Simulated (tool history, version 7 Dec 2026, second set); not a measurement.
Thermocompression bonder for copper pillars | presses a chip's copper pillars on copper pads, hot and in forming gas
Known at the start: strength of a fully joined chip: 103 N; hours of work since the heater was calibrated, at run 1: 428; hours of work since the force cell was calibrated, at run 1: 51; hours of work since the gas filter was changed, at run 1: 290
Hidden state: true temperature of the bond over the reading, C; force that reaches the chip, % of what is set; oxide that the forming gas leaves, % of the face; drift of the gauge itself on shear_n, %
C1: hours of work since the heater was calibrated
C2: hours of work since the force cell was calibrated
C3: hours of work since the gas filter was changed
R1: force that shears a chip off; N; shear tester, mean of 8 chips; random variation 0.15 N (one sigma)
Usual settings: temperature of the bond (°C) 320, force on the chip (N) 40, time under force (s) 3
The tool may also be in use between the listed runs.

{"run": 1, "hour": 0.0, "temperature of the bond (°C)": 320, "force on the chip (N)": 40, "time under force (s)": 3, "C1": 428, "C2": 51, "C3": 290, "R1": 51.7}
{"run": 2, "hour": 47.7, "temperature of the bond (°C)": 320, "force on the chip (N)": 40, "time under force (s)": 3, "C1": 449, "C2": 72, "C3": 311, "R1": 51.7}
{"hour": 117.7, "done": "forming gas filter changed"}
{"run": 3, "hour": 129.8, "temperature of the bond (°C)": 320, "force on the chip (N)": 40, "time under force (s)": 2, "C1": 485, "C2": 108, "C3": 5, "R1": 49.2}
{"run": 4, "hour": 188.3, "temperature of the bond (°C)": 320, "force on the chip (N)": 40, "time under force (s)": 2, "C1": 511, "C2": 134, "C3": 31, "R1": 49.0}
{"run": 5, "hour": 243.7, "temperature of the bond (°C)": 320, "force on the chip (N)": 40, "time under force (s)": 2, "C1": 535, "C2": 158, "C3": 55, "R1": 48.8}
{"run": 6, "hour": 293.2, "temperature of the bond (°C)": 320, "force on the chip (N)": 40, "time under force (s)": 4, "C1": 557, "C2": 180, "C3": 77, "R1": 61.0}
{"run": 7, "hour": 391.9, "temperature of the bond (°C)": 320, "force on the chip (N)": 40, "time under force (s)": 4, "C1": 600, "C2": 223, "C3": 120, "R1": 60.4}
{"run": 8, "hour": 438.0, "temperature of the bond (°C)": 320, "force on the chip (N)": 40, "time under force (s)": 2, "C1": 620, "C2": 243, "C3": 141, "R1": 48.4}
{"run": 9, "hour": 537.2, "temperature of the bond (°C)": 320, "force on the chip (N)": 40, "time under force (s)": 2, "C1": 664, "C2": 287, "C3": 184, "R1": 47.6}
{"run": 10, "hour": 639.0, "temperature of the bond (°C)": 320, "force on the chip (N)": 40, "time under force (s)": 2, "C1": 709, "C2": 331, "C3": 229, "R1": 47.5}
{"run": 11, "hour": 693.1, "temperature of the bond (°C)": 320, "force on the chip (N)": 40, "time under force (s)": 2, "C1": 732, "C2": 355, "C3": 253, "R1": 47.2}
{"run": 12, "hour": 760.9, "temperature of the bond (°C)": 320, "force on the chip (N)": 40, "time under force (s)": 2, "C1": 762, "C2": 385, "C3": 282, "R1": 46.7}
{"run": 13, "hour": 845.7, "temperature of the bond (°C)": 320, "force on the chip (N)": 40, "time under force (s)": 3, "C1": 799, "C2": 422, "C3": 320, "R1": 53.4}
{"run": 14, "hour": 892.0, "temperature of the bond (°C)": 320, "force on the chip (N)": 40, "time under force (s)": 3, "C1": 820, "C2": 442, "C3": 340, "R1": 53.1}
{"hour": 898.5, "done": "forming gas filter changed"}
{"run": 15, "hour": 967.9, "temperature of the bond (°C)": 320, "force on the chip (N)": 40, "time under force (s)": 3, "C1": 853, "C2": 476, "C3": 30, "R1": 58.1}
{"run": 16, "hour": 1035.2, "temperature of the bond (°C)": 320, "force on the chip (N)": 40, "time under force (s)": 3, "C1": 882, "C2": 505, "C3": 60, "R1": 57.8}
{"hour": 1105.2, "done": "heater calibrated with a thermocouple chip"}
{"run": 17, "hour": 1108.5, "temperature of the bond (°C)": 320, "force on the chip (N)": 40, "time under force (s)": 3, "C1": 1, "C2": 536, "C3": 91, "R1": 57.6}
{"run": 18, "hour": 1155.4, "temperature of the bond (°C)": 320, "force on the chip (N)": 40, "time under force (s)": 3, "C1": 22, "C2": 557, "C3": 112, "R1": 57.5}
{"run": 19, "hour": 1230.4, "temperature of the bond (°C)": 320, "force on the chip (N)": 40, "time under force (s)": 8, "C1": 55, "C2": 590, "C3": 145, "R1": 74.5}
{"run": 20, "hour": 1326.1, "temperature of the bond (°C)": 320, "force on the chip (N)": 40, "time under force (s)": 8, "C1": 97, "C2": 632, "C3": 187, "R1": 73.7}
{"run": 21, "hour": 1412.4, "temperature of the bond (°C)": 320, "force on the chip (N)": 26, "time under force (s)": 2, "C1": 135, "C2": 670, "C3": 225, "R1": 30.1}
{"run": 22, "hour": 1501.9, "temperature of the bond (°C)": 316, "force on the chip (N)": 27, "time under force (s)": 2, "C1": 174, "C2": 709, "C3": 264, "R1": 29.4}
{"run": 23, "hour": 1566.7, "temperature of the bond (°C)": 316, "force on the chip (N)": 56, "time under force (s)": 4, "C1": 203, "C2": 737, "C3": 292, "R1": 74.9}
{"hour": 1611.3, "done": "heater calibrated with a thermocouple chip, once more"}
{"run": 24, "hour": 1664.8, "temperature of the bond (°C)": 320, "force on the chip (N)": 36, "time under force (s)": 4, "C1": 23, "C2": 780, "C3": 335, "R1": 51.7}
{"hour": 1681.9, "done": "forming gas filter changed"}
{"run": 25, "hour": 1709.3, "temperature of the bond (°C)": 320, "force on the chip (N)": 47, "time under force (s)": 8, "C1": 43, "C2": 799, "C3": 12, "R1": 83.9}
{"run": 26, "hour": 1755.0, "temperature of the bond (°C)": 297, "force on the chip (N)": 43, "time under force (s)": 2, "C1": 63, "C2": 819, "C3": 32, "R1": 39.6}
{"run": 27, "hour": 1850.5, "temperature of the bond (°C)": 297, "force on the chip (N)": 43, "time under force (s)": 2, "C1": 105, "C2": 861, "C3": 74, "R1": 39.6}
{"run": 28, "hour": 1911.0, "temperature of the bond (°C)": 310, "force on the chip (N)": 44, "time under force (s)": 3, "C1": 131, "C2": 887, "C3": 101, "R1": 55.3}
{"run": 29, "hour": 1987.3, "temperature of the bond (°C)": 291, "force on the chip (N)": 40, "time under force (s)": 3, "C1": 165, "C2": 921, "C3": 134, "R1": 38.8}
{"run": 30, "hour": 2057.9, "temperature of the bond (°C)": 291, "force on the chip (N)": 40, "time under force (s)": 3, "C1": 196, "C2": 952, "C3": 165, "R1": 38.5}

Forecast run 31:
{"run": 31, "hour": 2116.8, "temperature of the bond (°C)": 296, "force on the chip (N)": 43, "time under force (s)": 4, "C1": 222, "C2": 978, "C3": 191, "R1": "?"}

R1: 49.6 N
Without the tool's hidden state the same run would have given R1 49.5 N.
